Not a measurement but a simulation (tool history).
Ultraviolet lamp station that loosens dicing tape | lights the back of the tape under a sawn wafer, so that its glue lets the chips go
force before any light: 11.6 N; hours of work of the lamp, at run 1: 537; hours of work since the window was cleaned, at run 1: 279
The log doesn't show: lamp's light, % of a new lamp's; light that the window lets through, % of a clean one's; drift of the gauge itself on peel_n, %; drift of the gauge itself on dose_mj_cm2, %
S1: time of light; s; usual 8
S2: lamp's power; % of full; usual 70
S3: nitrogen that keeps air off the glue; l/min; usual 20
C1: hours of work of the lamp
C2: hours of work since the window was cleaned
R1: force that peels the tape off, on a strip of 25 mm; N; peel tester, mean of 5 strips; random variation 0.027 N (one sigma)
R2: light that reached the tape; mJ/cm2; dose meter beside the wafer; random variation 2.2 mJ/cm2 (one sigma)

{"run": 1, "hour": 0.0, "S1": 8, "S2": 70, "S3": 20, "C1": 537, "C2": 279, "R1": 2.232, "R2": 134}
{"hour": 23.6, "done": "window cleaned of glue's vapour"}
{"run": 2, "hour": 37.3, "S1": 8, "S2": 77, "S3": 20, "C1": 560, "C2": 9, "R1": 2.255, "R2": 131}
{"run": 3, "hour": 56.7, "S1": 8, "S2": 77, "S3": 20, "C1": 573, "C2": 21, "R1": 2.388, "R2": 129}
{"run": 4, "hour": 76.1, "S1": 10, "S2": 70, "S3": 20, "C1": 585, "C2": 33, "R1": 1.903, "R2": 144}
{"run": 5, "hour": 95.2, "S1": 8, "S2": 70, "S3": 28, "C1": 597, "C2": 45, "R1": 2.525, "R2": 115}
{"run": 6, "hour": 117.3, "S1": 8, "S2": 70, "S3": 28, "C1": 611, "C2": 59, "R1": 2.508, "R2": 115}
{"run": 7, "hour": 143.0, "S1": 8, "S2": 70, "S3": 28, "C1": 627, "C2": 75, "R1": 2.571, "R2": 111}
{"run": 8, "hour": 164.1, "S1": 8, "S2": 70, "S3": 20, "C1": 640, "C2": 88, "R1": 2.808, "R2": 111}
{"run": 9, "hour": 186.3, "S1": 8, "S2": 70, "S3": 20, "C1": 654, "C2": 102, "R1": 2.902, "R2": 114}
{"run": 10, "hour": 220.5, "S1": 8, "S2": 70, "S3": 20, "C1": 676, "C2": 124, "R1": 3.165, "R2": 105}
{"run": 11, "hour": 237.5, "S1": 8, "S2": 70, "S3": 20, "C1": 686, "C2": 135, "R1": 3.114, "R2": 107}
{"hour": 252.6, "done": "window cleaned of glue's vapour, once more"}
{"run": 12, "hour": 259.6, "S1": 5, "S2": 93, "S3": 20, "C1": 700, "C2": 4, "R1": 2.486, "R2": 126}
{"run": 13, "hour": 290.2, "S1": 5, "S2": 93, "S3": 8, "C1": 719, "C2": 24, "R1": 3.446, "R2": 119}
{"run": 14, "hour": 306.0, "S1": 5, "S2": 72, "S3": 8, "C1": 729, "C2": 34, "R1": 4.686, "R2": 98}
{"run": 15, "hour": 326.4, "S1": 10, "S2": 70, "S3": 20, "C1": 742, "C2": 46, "R1": 1.294, "R2": 178}
{"run": 16, "hour": 356.7, "S1": 10, "S2": 64, "S3": 18, "C1": 761, "C2": 66, "R1": 1.604, "R2": 163}
{"run": 17, "hour": 385.6, "S1": 10, "S2": 64, "S3": 18, "C1": 779, "C2": 84, "R1": 1.689, "R2": 162}
{"run": 18, "hour": 418.7, "S1": 7, "S2": 70, "S3": 20, "C1": 800, "C2": 105, "R1": 2.613, "R2": 125}
{"run": 19, "hour": 451.4, "S1": 10, "S2": 94, "S3": 20, "C1": 821, "C2": 125, "R1": 0.758, "R2": 233}

4 ways to go on from here, each from the tool as it stands after run 19. What would each give?
{"run": "A", "hour": 470.5, "S1": 9, "S2": 74, "S3": 9, "C1": 833, "C2": 137, "R1": "?", "R2": "?"}
{"run": "B", "hour": 470.5, "S1": 9, "S2": 87, "S3": 13, "C1": 833, "C2": 137, "R1": "?", "R2": "?"}
{"run": "C", "hour": 470.5, "S1": 13, "S2": 94, "S3": 15, "C1": 833, "C2": 137, "R1": "?", "R2": "?"}
{"run": "D", "hour": 470.5, "S1": 8, "S2": 64, "S3": 6, "C1": 833, "C2": 137, "R1": "?", "R2": "?"}

run=A R1=2.376 R2=159
run=B R1=1.467 R2=190
run=C R1=0.501 R2=293
run=D R1=3.931 R2=125
Without the tool's hidden state the same runs would have given:
run=A R1=1.462 R2=211
run=B R1=0.801 R2=250
run=C R1=0.256 R2=387
run=D R1=2.788 R2=164

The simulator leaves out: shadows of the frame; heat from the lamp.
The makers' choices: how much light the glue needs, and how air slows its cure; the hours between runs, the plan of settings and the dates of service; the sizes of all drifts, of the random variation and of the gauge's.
